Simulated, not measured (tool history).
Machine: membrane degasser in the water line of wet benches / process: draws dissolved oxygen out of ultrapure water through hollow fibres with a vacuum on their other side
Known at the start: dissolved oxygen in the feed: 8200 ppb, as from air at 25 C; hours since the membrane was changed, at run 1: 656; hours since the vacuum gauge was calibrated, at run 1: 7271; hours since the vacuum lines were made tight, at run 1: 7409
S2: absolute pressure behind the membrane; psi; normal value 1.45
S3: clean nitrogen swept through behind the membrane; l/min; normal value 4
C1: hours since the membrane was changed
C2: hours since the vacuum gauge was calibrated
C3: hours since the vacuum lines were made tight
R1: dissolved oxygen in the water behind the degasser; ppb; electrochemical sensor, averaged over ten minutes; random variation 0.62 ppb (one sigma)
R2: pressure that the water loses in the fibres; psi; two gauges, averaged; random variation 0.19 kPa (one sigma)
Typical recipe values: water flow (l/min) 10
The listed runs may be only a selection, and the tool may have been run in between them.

{"run": 1, "hour": 0.0, "water flow (l/min)": 10, "S2": 1.45, "S3": 4, "C1": 656, "C2": 7271, "C3": 7409, "R1": 57.6, "R2": 5.69}
{"run": 2, "hour": 57.1, "water flow (l/min)": 10, "S2": 1.45, "S3": 4, "C1": 713, "C2": 7328, "C3": 7466, "R1": 56.2, "R2": 5.627}
{"run": 3, "hour": 118.1, "water flow (l/min)": 10, "S2": 1.45, "S3": 4, "C1": 774, "C2": 7389, "C3": 7527, "R1": 56.8, "R2": 5.681}
{"run": 4, "hour": 188.5, "water flow (l/min)": 10, "S2": 1.45, "S3": 4, "C1": 844, "C2": 7459, "C3": 7598, "R1": 57.5, "R2": 5.593}
{"run": 5, "hour": 260.6, "water flow (l/min)": 10, "S2": 1.45, "S3": 4, "C1": 916, "C2": 7532, "C3": 7670, "R1": 57.2, "R2": 5.626}
{"hour": 319.3, "done": "vacuum gauge calibrated"}
{"run": 6, "hour": 332.5, "water flow (l/min)": 10, "S2": 1.45, "S3": 4, "C1": 988, "C2": 13, "C3": 7741, "R1": 56.5, "R2": 5.667}
{"run": 7, "hour": 400.0, "water flow (l/min)": 10, "S2": 1.45, "S3": 4, "C1": 1055, "C2": 81, "C3": 7809, "R1": 55.6, "R2": 5.649}
{"run": 8, "hour": 495.6, "water flow (l/min)": 10, "S2": 1.45, "S3": 4, "C1": 1151, "C2": 176, "C3": 7904, "R1": 56.6, "R2": 5.671}
{"run": 9, "hour": 543.2, "water flow (l/min)": 10, "S2": 1.45, "S3": 4, "C1": 1198, "C2": 224, "C3": 7952, "R1": 56.6, "R2": 5.662}
{"run": 10, "hour": 617.9, "water flow (l/min)": 10, "S2": 1.45, "S3": 4, "C1": 1273, "C2": 299, "C3": 8027, "R1": 55.7, "R2": 5.67}
{"run": 11, "hour": 661.1, "water flow (l/min)": 10, "S2": 1.45, "S3": 4, "C1": 1316, "C2": 342, "C3": 8070, "R1": 56.9, "R2": 5.69}
{"run": 12, "hour": 740.9, "water flow (l/min)": 10, "S2": 1.45, "S3": 4, "C1": 1396, "C2": 422, "C3": 8150, "R1": 58.3, "R2": 5.677}
{"run": 13, "hour": 814.6, "water flow (l/min)": 10, "S2": 1.45, "S3": 4, "C1": 1470, "C2": 495, "C3": 8223, "R1": 56.9, "R2": 5.633}
{"run": 14, "hour": 904.6, "water flow (l/min)": 10, "S2": 1.45, "S3": 4, "C1": 1560, "C2": 585, "C3": 8313, "R1": 56.3, "R2": 5.63}
{"run": 15, "hour": 976.5, "water flow (l/min)": 10, "S2": 1.45, "S3": 4, "C1": 1632, "C2": 657, "C3": 8385, "R1": 58, "R2": 5.617}
{"run": 16, "hour": 1067.5, "water flow (l/min)": 10, "S2": 1.45, "S3": 4, "C1": 1723, "C2": 748, "C3": 8476, "R1": 57.6, "R2": 5.639}
{"run": 17, "hour": 1136.1, "water flow (l/min)": 10, "S2": 1.45, "S3": 4, "C1": 1791, "C2": 817, "C3": 8545, "R1": 57.9, "R2": 5.694}
{"run": 18, "hour": 1226.4, "water flow (l/min)": 14, "S2": 3, "S3": 11.63, "C1": 1882, "C2": 907, "C3": 8635, "R1": 101, "R2": 7.983}
{"run": 19, "hour": 1313.0, "water flow (l/min)": 14, "S2": 3, "S3": 11.63, "C1": 1968, "C2": 994, "C3": 8722, "R1": 100.9, "R2": 7.902}
{"run": 20, "hour": 1401.4, "water flow (l/min)": 10, "S2": 1.1, "S3": 4, "C1": 2057, "C2": 1082, "C3": 8810, "R1": 42.1, "R2": 5.683}
{"run": 21, "hour": 1497.0, "water flow (l/min)": 10, "S2": 3.31, "S3": 2.91, "C1": 2152, "C2": 1178, "C3": 8906, "R1": 187.5, "R2": 5.684}
{"run": 22, "hour": 1572.0, "water flow (l/min)": 10, "S2": 3.31, "S3": 2.91, "C1": 2227, "C2": 1253, "C3": 8981, "R1": 184, "R2": 5.612}
{"run": 23, "hour": 1662.6, "water flow (l/min)": 12, "S2": 1.36, "S3": 3.87, "C1": 2318, "C2": 1343, "C3": 9071, "R1": 78.2, "R2": 6.808}
{"run": 24, "hour": 1765.0, "water flow (l/min)": 14, "S2": 1.36, "S3": 3.87, "C1": 2420, "C2": 1446, "C3": 9174, "R1": 102, "R2": 7.955}
{"run": 25, "hour": 1811.9, "water flow (l/min)": 14, "S2": 1.51, "S3": 2.2, "C1": 2467, "C2": 1493, "C3": 9221, "R1": 160.5, "R2": 8.002}
{"run": 26, "hour": 1865.9, "water flow (l/min)": 14, "S2": 1.51, "S3": 2.2, "C1": 2521, "C2": 1547, "C3": 9275, "R1": 159.6, "R2": 7.909}
{"run": 27, "hour": 1941.2, "water flow (l/min)": 14, "S2": 1.51, "S3": 2.2, "C1": 2596, "C2": 1622, "C3": 9350, "R1": 159.7, "R2": 7.961}
{"run": 28, "hour": 1994.8, "water flow (l/min)": 14, "S2": 1.51, "S3": 2.2, "C1": 2650, "C2": 1676, "C3": 9403, "R1": 159.2, "R2": 7.993}
{"run": 29, "hour": 2071.1, "water flow (l/min)": 14, "S2": 1.17, "S3": 2.97, "C1": 2726, "C2": 1752, "C3": 9480, "R1": 103.7, "R2": 7.938}
{"run": 30, "hour": 2151.4, "water flow (l/min)": 10, "S2": 1.45, "S3": 1.97, "C1": 2807, "C2": 1832, "C3": 9560, "R1": 99.4, "R2": 5.7}
{"run": 31, "hour": 2203.8, "water flow (l/min)": 14, "S2": 2.06, "S3": 4, "C1": 2859, "C2": 1885, "C3": 9613, "R1": 146.5, "R2": 7.992}
{"run": 32, "hour": 2305.6, "water flow (l/min)": 14, "S2": 2.06, "S3": 4, "C1": 2961, "C2": 1986, "C3": 9714, "R1": 145.8, "R2": 7.942}
{"run": 33, "hour": 2394.0, "water flow (l/min)": 9, "S2": 1.12, "S3": 3.56, "C1": 3049, "C2": 2075, "C3": 9803, "R1": 38.5, "R2": 5.092}

Branching from run 33: 3 alternative next runs. What would each branch give?
{"run": "A", "hour": 2454.1, "water flow (l/min)": 9, "S2": 1.12, "S3": 1.8, "C1": 3109, "C2": 2135, "C3": 9863, "R1": "?", "R2": "?"}
{"run": "B", "hour": 2454.1, "water flow (l/min)": 9, "S2": 1.12, "S3": 5.92, "C1": 3109, "C2": 2135, "C3": 9863, "R1": "?", "R2": "?"}
{"run": "C", "hour": 2454.1, "water flow (l/min)": 16, "S2": 1.16, "S3": 1.98, "C1": 3109, "C2": 2135, "C3": 9863, "R1": "?", "R2": "?"}

run=A R1=65.7 R2=5.113
run=B R1=26.1 R2=5.123
run=C R1=168.4 R2=9.105
Take away the tool's hidden state, keep each run's random variation, and the runs would have read:
run=A R1=61.4 R2=5.052
run=B R1=24.1 R2=5.062
run=C R1=161.3 R2=8.998
